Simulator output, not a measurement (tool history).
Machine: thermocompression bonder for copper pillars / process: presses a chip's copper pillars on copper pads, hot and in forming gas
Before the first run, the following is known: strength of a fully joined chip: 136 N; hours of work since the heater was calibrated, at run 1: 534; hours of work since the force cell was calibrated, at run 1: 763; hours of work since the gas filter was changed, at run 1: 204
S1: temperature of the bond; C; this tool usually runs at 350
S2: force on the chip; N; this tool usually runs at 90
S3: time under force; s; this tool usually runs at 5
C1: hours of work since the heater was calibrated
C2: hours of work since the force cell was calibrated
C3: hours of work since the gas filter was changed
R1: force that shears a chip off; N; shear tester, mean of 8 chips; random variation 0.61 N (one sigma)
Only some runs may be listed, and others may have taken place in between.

run	hour	S1	S2	S3	C1	C2	C3	R1
1	0	350	90	5	534	763	204	44.6
2	92.4	350	90	9	598	827	269	54.5
# hour 116.6: forming gas filter changed
3	178.2	329	90	5	657	887	43	36.7
4	255.4	350	90	3	711	940	96	39.3
5	337.9	350	90	5	768	998	154	46.3
6	426.2	350	90	5	830	1059	215	45.1
7	499.5	368	90	5	881	1110	266	53.9
# hour 526.9: forming gas filter changed
8	590.4	350	90	3	943	1173	44	39.8
# hour 655.1: force cell calibrated
9	674.6	342	90	5	1001	14	102	47.1
10	725.3	350	90	5	1036	49	137	50.2
11	801.6	350	110	6	1089	102	190	62.8
12	859	352	90	15	1129	142	230	72.8
# hour 939.7: forming gas filter changed
13	961	369	90	3	1200	212	15	53.2
14	1029	337	77	5	1247	260	62	40.2
15	1123.8	361	82	6	1313	325	128	57.1
16	1225.1	361	82	6	1383	396	198	55.4
17	1277.3	364	56	6	1420	432	235	43.1
# hour 1295.6: heater calibrated with a thermocouple chip
# hour 1352.6: forming gas filter changed
18	1363.7	365	56	4	47	490	8	34.1
19	1445.8	324	99	3	104	548	65	28.9

Each row is a separate what-if for the run after 19, all from the same tool condition, not one after another. Results?
A	1495.9	339	99	3	139	582	100	?
B	1495.9	373	59	4	139	582	100	?
C	1495.9	324	99	4	139	582	100	?
D	1495.9	323	99	5	139	582	100	?

run	R1
A	35.4
B	38.7
C	32.3
D	35.7
Had the tool no hidden state, the same runs would have come out as:
run	R1
A	38.2
B	41.8
C	34.9
D	38.5
